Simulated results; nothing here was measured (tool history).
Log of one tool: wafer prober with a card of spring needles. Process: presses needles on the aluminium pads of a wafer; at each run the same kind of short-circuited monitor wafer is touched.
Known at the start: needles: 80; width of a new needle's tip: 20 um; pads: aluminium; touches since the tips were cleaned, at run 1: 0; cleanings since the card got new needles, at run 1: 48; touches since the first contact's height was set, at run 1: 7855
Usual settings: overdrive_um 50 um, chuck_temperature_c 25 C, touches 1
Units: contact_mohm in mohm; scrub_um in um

run,hour,overdrive_um,chuck_temperature_c,touches,touches since the tips were cleaned,cleanings since the card got new needles,touches since the first contact's height was set,contact_mohm,scrub_um
1,0.0,50,25,1,0,48,7855,253,10.91
# hour 7.6: tips cleaned on abrasive film
# hour 14.9: tips cleaned on abrasive film
2,18.6,50,25,1,1056,50,13131,398,10.78
# hour 22.0: tips cleaned on abrasive film
# hour 30.0: tips cleaned on abrasive film
3,35.8,50,25,3,1651,52,17985,317,10.40
# hour 37.5: tips cleaned on abrasive film
# hour 45.3: tips cleaned on abrasive film
# hour 53.1: tips cleaned on abrasive film
# hour 61.1: tips cleaned on abrasive film
4,63.6,50,25,3,715,56,25850,285,10.56
# hour 68.0: tips cleaned on abrasive film
# hour 76.2: tips cleaned on abrasive film
# hour 84.1: tips cleaned on abrasive film
5,87.4,50,25,3,952,59,32569,289,10.38
# hour 92.1: tips cleaned on abrasive film
# hour 100.0: tips cleaned on abrasive film
6,105.1,50,88,1,1465,61,37574,436,10.38
# hour 106.6: tips cleaned on abrasive film
# hour 114.5: tips cleaned on abrasive film
# hour 122.7: tips cleaned on abrasive film
7,124.6,50,88,1,541,64,43076,359,10.62
# hour 129.4: tips cleaned on abrasive film
# hour 137.6: tips cleaned on abrasive film
# hour 144.7: tips cleaned on abrasive film
# hour 152.0: tips cleaned on abrasive film
8,152.0,50,88,1,0,68,50818,276,10.36
# hour 159.8: tips cleaned on abrasive film
# hour 167.6: tips cleaned on abrasive film
# hour 174.9: tips cleaned on abrasive film
9,174.9,50,88,1,0,71,57293,294,10.30
# hour 182.9: tips cleaned on abrasive film
# hour 189.5: tips cleaned on abrasive film
# hour 197.3: tips cleaned on abrasive film
10,198.0,50,58,1,186,74,63804,319,10.11
# hour 204.7: tips cleaned on abrasive film
# hour 212.7: tips cleaned on abrasive film
# hour 219.6: tips cleaned on abrasive film
11,219.6,41,37,1,0,77,69908,287,8.09
# hour 227.4: tips cleaned on abrasive film
# hour 235.5: tips cleaned on abrasive film
# hour 243.2: tips cleaned on abrasive film
12,243.2,41,37,1,0,80,76600,289,8.08
# hour 251.1: tips cleaned on abrasive film
# hour 259.1: tips cleaned on abrasive film
# hour 266.7: tips cleaned on abrasive film
13,266.7,58,90,2,0,83,83246,269,11.44
# hour 275.0: tips cleaned on abrasive film
# hour 282.8: tips cleaned on abrasive film
14,282.9,66,46,3,38,85,87823,245,13.14
# hour 290.0: tips cleaned on abrasive film
# hour 296.6: tips cleaned on abrasive film
15,296.6,66,46,3,0,87,91690,244,13.28
# hour 304.5: tips cleaned on abrasive film
# hour 311.6: tips cleaned on abrasive film
# hour 319.5: tips cleaned on abrasive film
# hour 321.4: height of the first contact set anew
16,323.1,66,46,3,963,90,497,270,14.21
# hour 326.5: tips cleaned on abrasive film
# hour 334.2: tips cleaned on abrasive film
# hour 341.6: tips cleaned on abrasive film
17,342.9,66,46,3,372,93,6077,259,14.10
# hour 348.6: tips cleaned on abrasive film
# hour 355.9: tips cleaned on abrasive film
# hour 363.7: tips cleaned on abrasive film
# hour 370.5: tips cleaned on abrasive film
18,370.5,31,25,1,0,97,13854,331,6.46

Run 19 comes next. What will it give?
# hour 378.1: tips cleaned on abrasive film
# hour 385.7: tips cleaned on abrasive film
19,387.7,31,25,1,577,99,18728,?,?

{"run 19": {"contact_mohm": 568, "scrub_um": 6.53}}
Without the tool's hidden state the same run would have given contact_mohm 259 mohm, scrub_um 6.72 um.
